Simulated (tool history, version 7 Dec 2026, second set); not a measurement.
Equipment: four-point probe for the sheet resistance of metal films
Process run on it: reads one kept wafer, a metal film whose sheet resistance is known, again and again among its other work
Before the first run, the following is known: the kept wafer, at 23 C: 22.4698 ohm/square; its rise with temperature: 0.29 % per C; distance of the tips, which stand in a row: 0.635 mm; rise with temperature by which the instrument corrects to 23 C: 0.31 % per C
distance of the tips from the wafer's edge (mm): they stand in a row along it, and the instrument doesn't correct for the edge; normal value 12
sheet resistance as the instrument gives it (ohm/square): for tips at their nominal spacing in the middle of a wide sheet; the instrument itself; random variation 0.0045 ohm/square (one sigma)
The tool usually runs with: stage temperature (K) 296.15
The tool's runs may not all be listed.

run,hour,stage temperature (K),distance of the tips from the wafer's edge (mm),sheet resistance as the instrument gives it (ohm/square)
1,0,296.15,12,22.669796
2,74.1,296.15,7,22.732922
3,170.1,291.15,12,22.703866
4,218,291.15,12,22.706165
5,303.3,291.15,12,22.709567
6,362.5,291.15,12,22.721488
7,420.3,291.15,12,22.714573
8,494.5,305.15,12,22.649721
9,602.2,305.15,4,22.928156
10,648.5,305.15,20,22.651592
11,744.8,305.15,20,22.648774
12,802.6,305.15,20,22.652678
13,901.5,305.15,20,22.661306
14,995.4,296.15,12,22.722409
15,1101.4,296.15,12,22.733691
16,1193.6,291.15,18,22.762514
17,1270.1,295.15,63,22.523797
18,1321.5,296.15,49,22.527747
19,1373,296.15,49,22.543153
20,1466.1,296.15,14,22.550601
21,1547.8,292.15,67,22.559377
22,1592.6,292.15,30,22.574061
23,1689.7,308.15,3,23.030775
24,1743,293.15,4,22.868685
25,1786.8,298.15,4,22.850257
26,1852.1,294.15,7,22.667638
27,1908.6,292.15,65,22.59529
28,1953.6,292.15,65,22.591879

Not shown here: 3 entries made in the log between runs. Locate each between two listed runs and compare the hidden state at the listed run before it with the hidden state at the listed run after it:
Runs 12 to 13: stage's thermometer calibrated (hour 808.5)
  inner tips' distance over the nominal, %: 0.905 -> 0.935; tips' flats over new ones', %: 107 -> 111; wafer's true temperature over the reading, C: -0.09 -> -0.13
  measured minus no-state result, sheet resistance as the instrument gives it (ohm/square): +0.213912 -> +0.218603
Runs 15 to 16: stage's thermometer calibrated, once more (hour 1154.8)
  inner tips' distance over the nominal, %: 0.994 -> 1.023; tips' flats over new ones', %: 119 -> 122; wafer's true temperature over the reading, C: -0.15 -> 0.04
  measured minus no-state result, sheet resistance as the instrument gives it (ohm/square): +0.232437 -> +0.251995
Runs 16 to 17: new probe head fitted (hour 1265.2)
  inner tips' distance over the nominal, %: 1.023 -> 0.21; tips' flats over new ones', %: 122 -> 0; wafer's true temperature over the reading, C: 0.04 -> 0.03
  measured minus no-state result, sheet resistance as the instrument gives it (ohm/square): +0.251995 -> +0.053192
